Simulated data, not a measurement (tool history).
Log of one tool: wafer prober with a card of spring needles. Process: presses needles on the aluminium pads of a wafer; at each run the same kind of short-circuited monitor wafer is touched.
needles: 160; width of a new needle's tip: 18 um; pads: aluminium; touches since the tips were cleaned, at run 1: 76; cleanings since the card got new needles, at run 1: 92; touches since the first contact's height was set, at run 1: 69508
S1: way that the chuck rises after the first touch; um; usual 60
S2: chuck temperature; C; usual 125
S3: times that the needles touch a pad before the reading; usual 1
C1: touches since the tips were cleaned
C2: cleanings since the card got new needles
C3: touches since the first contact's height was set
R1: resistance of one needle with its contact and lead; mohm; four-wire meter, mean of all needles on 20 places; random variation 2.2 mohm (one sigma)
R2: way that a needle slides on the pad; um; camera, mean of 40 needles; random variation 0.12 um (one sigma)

run	day	S1	S2	S3	C1	C2	C3	R1	R2
1	0.000	60	125	1	76	92	69508	263	7.85
# day 0.246: tips cleaned on abrasive film
# day 0.546: tips cleaned on abrasive film
2	0.788	65	125	1	2546	94	77695	343	8.66
# day 0.850: tips cleaned on abrasive film
# day 1.096: tips cleaned on abrasive film
3	1.317	60	125	1	2331	96	83212	354	7.91
# day 1.383: tips cleaned on abrasive film
# day 1.683: tips cleaned on abrasive film
# day 1.988: tips cleaned on abrasive film
# day 2.246: tips cleaned on abrasive film
4	2.246	60	125	1	0	100	92824	268	7.76
# day 2.550: tips cleaned on abrasive film
# day 2.800: tips cleaned on abrasive film
# day 3.046: tips cleaned on abrasive film
5	3.158	60	125	1	1191	103	102282	323	7.60
# day 3.342: tips cleaned on abrasive film
# day 3.650: tips cleaned on abrasive film
6	3.800	47	125	1	1608	105	108986	398	5.86
# day 3.925: tips cleaned on abrasive film
# day 4.225: tips cleaned on abrasive film
# day 4.275: tips cleaned on abrasive film, once more
# day 4.567: tips cleaned on abrasive film
7	4.650	68	102	1	857	109	117737	287	8.78
# day 4.833: tips cleaned on abrasive film
# day 5.125: tips cleaned on abrasive film
# day 5.425: tips cleaned on abrasive film
8	5.488	68	102	1	644	112	126417	283	8.77
# day 5.717: tips cleaned on abrasive film
# day 6.012: tips cleaned on abrasive film
# day 6.258: tips cleaned on abrasive film
9	6.483	60	32	1	2363	115	136785	365	7.58
# day 6.546: tips cleaned on abrasive film
# day 6.854: tips cleaned on abrasive film
# day 7.100: tips cleaned on abrasive film
10	7.342	60	125	1	2538	118	145684	373	7.49

Forecast run 11:
# day 7.404: tips cleaned on abrasive film
# day 7.650: tips cleaned on abrasive film
# day 7.954: tips cleaned on abrasive film
# day 8.200: tips cleaned on abrasive film
11	8.442	61	62	3	2534	122	157112	?	?

{"run 11": {"R1": 292, "R2": 7.71}}
Without the tool's hidden state the same run would have given R1 229 mohm, R2 8.63 um.
